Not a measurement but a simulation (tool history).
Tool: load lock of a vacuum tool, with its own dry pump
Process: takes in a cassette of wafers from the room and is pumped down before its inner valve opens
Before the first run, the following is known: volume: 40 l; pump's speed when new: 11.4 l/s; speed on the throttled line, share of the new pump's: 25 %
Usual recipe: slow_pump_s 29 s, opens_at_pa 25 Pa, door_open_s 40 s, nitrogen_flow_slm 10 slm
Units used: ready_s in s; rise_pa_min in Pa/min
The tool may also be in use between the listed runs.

run,hour,slow_pump_s,opens_at_pa,door_open_s,nitrogen_flow_slm,"incoming humidity of the room's air, %",ready_s,rise_pa_min
1,0.0,29,25,40,10,43.0,51.5,0.025
2,158.6,15,25,40,10,45.7,41.0,0.028
3,307.3,15,25,40,10,46.4,40.8,0.029
4,437.2,15,25,40,10,46.5,40.4,0.024
5,548.1,15,25,40,10,45.6,41.4,0.023
6,620.6,15,25,40,10,45.3,40.7,0.022
7,764.2,29,25,40,10,41.5,50.2,0.020
8,848.7,29,25,40,10,46.5,51.2,0.024
9,997.1,29,25,40,10,42.7,50.7,0.021
10,1083.1,14,25,40,10,40.3,39.7,0.022
11,1215.6,14,25,40,10,45.1,39.7,0.025
12,1349.9,29,25,40,10,43.9,50.6,0.023
13,1424.5,29,25,40,10,44.7,51.4,0.020
14,1520.1,29,25,40,10,44.5,51.4,0.024
15,1643.5,29,25,40,10,46.0,51.3,0.026
16,1723.8,40,25,40,13,44.7,59.6,0.024
17,1823.5,25,25,40,6,43.6,47.3,0.031
18,1893.8,40,25,139,6,46.2,59.5,0.048
19,2020.9,46,25,40,11,46.8,64.0,0.020
20,2147.8,29,34,44,10,46.4,50.3,0.032
21,2218.3,49,40,40,10,43.4,63.7,0.015
22,2290.9,35,25,212,10,46.5,55.7,0.059
23,2371.7,35,25,212,10,45.2,55.4,0.058
24,2451.9,45,25,195,10,47.2,62.8,0.056
25,2536.2,45,25,195,10,39.5,63.2,0.050
26,2690.1,29,25,58,9,43.9,50.9,0.024
27,2789.9,30,25,40,25,45.1,51.3,0.021
28,2915.9,30,25,40,25,44.3,51.9,0.020
29,2990.8,52,25,140,25,46.3,67.9,0.042

What if the next run were any one of these 5? Each begins from the tool's condition after run 29:
A,3118.0,19,37,225,25,46.9,?,?
B,3118.0,52,25,140,25,44.9,?,?
C,3118.0,29,24,41,7,46.8,?,?
D,3118.0,52,27,140,25,45.5,?,?
E,3118.0,52,26,140,25,42.0,?,?

run,ready_s,rise_pa_min
A,41.7,0.045
B,67.8,0.032
C,50.8,0.027
D,68.2,0.032
E,68.0,0.033
The same runs, with their run-to-run variation unchanged, on a tool lacking any hidden condition would have given:
run,ready_s,rise_pa_min
A,41.7,0.044
B,67.8,0.032
C,50.7,0.027
D,68.2,0.031
E,68.0,0.032
